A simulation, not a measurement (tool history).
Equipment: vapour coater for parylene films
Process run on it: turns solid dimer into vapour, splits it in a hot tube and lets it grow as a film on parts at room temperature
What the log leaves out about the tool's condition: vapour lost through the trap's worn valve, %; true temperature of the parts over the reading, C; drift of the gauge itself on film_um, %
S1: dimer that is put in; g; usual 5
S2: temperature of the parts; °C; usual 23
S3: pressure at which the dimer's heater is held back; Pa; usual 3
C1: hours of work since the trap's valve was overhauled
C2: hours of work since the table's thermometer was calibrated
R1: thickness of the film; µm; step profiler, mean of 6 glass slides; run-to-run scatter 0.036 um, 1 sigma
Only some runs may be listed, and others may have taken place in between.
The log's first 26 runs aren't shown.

run	hour	S1	S2	S3	C1	C2	R1
27	1607	4	25	8.19	264	127	2.12
28	1665.9	4	26	3	292	155	2.48
# hour 1705.3: trap's valve overhauled
29	1728.8	4	26	3	11	183	2.87
30	1765	3	23	3.63	28	200	2.14
31	1805.7	3	23	3.63	48	220	2.11
32	1853.4	4	18	2.5	71	242	3.18
33	1925.8	7	22	3	105	277	5.1
34	1974.9	5	29	3	128	300	3.19
35	2010.8	8	32	5.33	146	317	4.44
36	2052.2	7	35	2.4	165	337	4.17

Estimate the outcome of run 37 from the log above:
37	2123.5	2	18	6.68	199	371	?

R1: 1.28 µm
On a tool with no hidden condition, and with the same random variation, this run would have come out at R1 1.41 µm.
